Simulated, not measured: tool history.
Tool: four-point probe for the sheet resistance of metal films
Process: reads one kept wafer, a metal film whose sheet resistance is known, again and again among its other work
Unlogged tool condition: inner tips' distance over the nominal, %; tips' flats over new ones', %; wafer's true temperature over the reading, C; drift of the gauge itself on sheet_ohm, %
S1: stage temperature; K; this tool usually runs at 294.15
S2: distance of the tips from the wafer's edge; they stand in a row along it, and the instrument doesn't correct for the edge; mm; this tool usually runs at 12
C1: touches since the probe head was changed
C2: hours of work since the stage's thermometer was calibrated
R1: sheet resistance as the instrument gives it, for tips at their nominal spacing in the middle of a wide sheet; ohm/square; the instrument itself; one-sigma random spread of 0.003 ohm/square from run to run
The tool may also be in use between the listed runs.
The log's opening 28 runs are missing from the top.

{"run": 29, "hour": 1794.3, "S1": 302.15, "S2": 3, "C1": 76762, "C2": 1765, "R1": 15.310191}
{"run": 30, "hour": 1877.1, "S1": 302.15, "S2": 3, "C1": 79773, "C2": 1819, "R1": 15.30522}
{"run": 31, "hour": 1920.4, "S1": 292.15, "S2": 70, "C1": 81348, "C2": 1847, "R1": 14.993427}
{"run": 32, "hour": 1986.6, "S1": 301.15, "S2": 6, "C1": 83755, "C2": 1890, "R1": 15.045421}
{"run": 33, "hour": 2046.6, "S1": 297.15, "S2": 46, "C1": 85937, "C2": 1929, "R1": 14.970563}
{"run": 34, "hour": 2121.2, "S1": 295.15, "S2": 46, "C1": 88651, "C2": 1977, "R1": 14.977428}
{"run": 35, "hour": 2172.4, "S1": 294.15, "S2": 36, "C1": 90515, "C2": 2011, "R1": 14.983836}
{"run": 36, "hour": 2224.4, "S1": 294.15, "S2": 36, "C1": 92405, "C2": 2044, "R1": 14.986289}
{"run": 37, "hour": 2289.9, "S1": 294.15, "S2": 36, "C1": 94789, "C2": 2087, "R1": 14.981272}
{"run": 38, "hour": 2332.6, "S1": 300.15, "S2": 25, "C1": 96340, "C2": 2114, "R1": 14.968172}
{"run": 39, "hour": 2389.4, "S1": 295.15, "S2": 18, "C1": 98405, "C2": 2151, "R1": 14.981237}
{"run": 40, "hour": 2469.8, "S1": 295.15, "S2": 26, "C1": 101330, "C2": 2203, "R1": 14.986095}
{"run": 41, "hour": 2522.3, "S1": 295.15, "S2": 26, "C1": 103240, "C2": 2237, "R1": 14.98739}
{"run": 42, "hour": 2613.7, "S1": 295.15, "S2": 26, "C1": 106565, "C2": 2297, "R1": 14.987204}
{"run": 43, "hour": 2700.3, "S1": 299.15, "S2": 26, "C1": 109714, "C2": 2353, "R1": 14.967168}
{"run": 44, "hour": 2756.4, "S1": 300.15, "S2": 5, "C1": 111756, "C2": 2389, "R1": 15.08726}
{"run": 45, "hour": 2822.2, "S1": 300.15, "S2": 69, "C1": 114149, "C2": 2432, "R1": 14.958833}

Consider 4 possible next runs. They are alternatives, not a sequence: every one starts from the tool as it was left by run 45. What does each give?
{"run": "A", "hour": 2911.1, "S1": 294.15, "S2": 12, "C1": 117383, "C2": 2489, "R1": "?"}
{"run": "B", "hour": 2911.1, "S1": 305.15, "S2": 7, "C1": 117383, "C2": 2489, "R1": "?"}
{"run": "C", "hour": 2911.1, "S1": 296.15, "S2": 24, "C1": 117383, "C2": 2489, "R1": "?"}
{"run": "D", "hour": 2911.1, "S1": 307.15, "S2": 12, "C1": 117383, "C2": 2489, "R1": "?"}

run=A R1=15.005229
run=B R1=15.009932
run=C R1=14.981417
run=D R1=14.948833
Stripped of hidden state, with their random variation kept, the same runs would have yielded:
run=A R1=15.004415
run=B R1=15.009103
run=C R1=14.980602
run=D R1=14.948004

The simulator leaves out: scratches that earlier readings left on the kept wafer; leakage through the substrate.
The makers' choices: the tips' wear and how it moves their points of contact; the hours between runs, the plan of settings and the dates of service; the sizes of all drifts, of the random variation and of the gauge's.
